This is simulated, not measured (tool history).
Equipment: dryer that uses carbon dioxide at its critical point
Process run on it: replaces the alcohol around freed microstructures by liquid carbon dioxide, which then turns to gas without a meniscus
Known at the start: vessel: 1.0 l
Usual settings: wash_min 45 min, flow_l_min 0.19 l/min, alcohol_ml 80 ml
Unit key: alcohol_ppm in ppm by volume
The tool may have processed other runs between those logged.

Run 1, hour 0: usual settings. Result: alcohol_ppm 127 ppm by volume.
Run 2, hour 10.7: usual settings. Result: alcohol_ppm 122 ppm by volume.
Run 3, hour 23.3: usual settings. Result: alcohol_ppm 126 ppm by volume.
Run 4, hour 34.4: usual settings. Result: alcohol_ppm 131 ppm by volume.
Run 5, hour 44.9: usual settings but wash_min 31 min. Result: alcohol_ppm 861 ppm by volume.
Run 6, hour 55.8: usual settings but wash_min 31 min, flow_l_min 0.236 l/min. Result: alcohol_ppm 306 ppm by volume.
Run 7, hour 70.7: usual settings but wash_min 31 min, flow_l_min 0.236 l/min, alcohol_ml 103 ml. Result: alcohol_ppm 384 ppm by volume.
Run 8, hour 87.6: usual settings but wash_min 68 min. Result: alcohol_ppm 27 ppm by volume.
Run 9, hour 98.5: usual settings but wash_min 68 min. Result: alcohol_ppm 24 ppm by volume.
Run 10, hour 114: usual settings but wash_min 68 min. Result: alcohol_ppm 27 ppm by volume.
Run 11, hour 134.8: usual settings but alcohol_ml 43 ml. Result: alcohol_ppm 86 ppm by volume.
Run 12, hour 147.4: usual settings. Result: alcohol_ppm 142 ppm by volume.
Run 13, hour 163.5: usual settings. Result: alcohol_ppm 143 ppm by volume.
Run 14, hour 184.7: usual settings. Result: alcohol_ppm 138 ppm by volume.
Run 15, hour 204.4: usual settings. Result: alcohol_ppm 139 ppm by volume.
Run 16, hour 218.2: usual settings. Result: alcohol_ppm 130 ppm by volume.
Run 17, hour 231.5: usual settings. Result: alcohol_ppm 147 ppm by volume.
Run 18, hour 248.6: usual settings but flow_l_min 0.258 l/min. Result: alcohol_ppm 37 ppm by volume.
Run 19, hour 265.9: usual settings but flow_l_min 0.258 l/min. Result: alcohol_ppm 36 ppm by volume.
Run 20, hour 278.5: usual settings but wash_min 49 min, flow_l_min 0.119 l/min, alcohol_ml 31 ml. Result: alcohol_ppm 369 ppm by volume.
Run 21, hour 291.6: usual settings but wash_min 27 min, flow_l_min 0.281 l/min, alcohol_ml 49 ml. Result: alcohol_ppm 189 ppm by volume.
Run 22, hour 305.1: usual settings but wash_min 27 min, flow_l_min 0.281 l/min, alcohol_ml 49 ml. Result: alcohol_ppm 188 ppm by volume.

For run 23, what comes out?
Run 23, hour 320.7: usual settings but wash_min 64 min, flow_l_min 0.17 l/min, alcohol_ml 35 ml. Result: alcohol_ppm ?.

alcohol_ppm: 42 ppm by volume
Were there no unlogged condition in the tool, this run, its random variation unchanged, would have produced alcohol_ppm 11 ppm by volume.

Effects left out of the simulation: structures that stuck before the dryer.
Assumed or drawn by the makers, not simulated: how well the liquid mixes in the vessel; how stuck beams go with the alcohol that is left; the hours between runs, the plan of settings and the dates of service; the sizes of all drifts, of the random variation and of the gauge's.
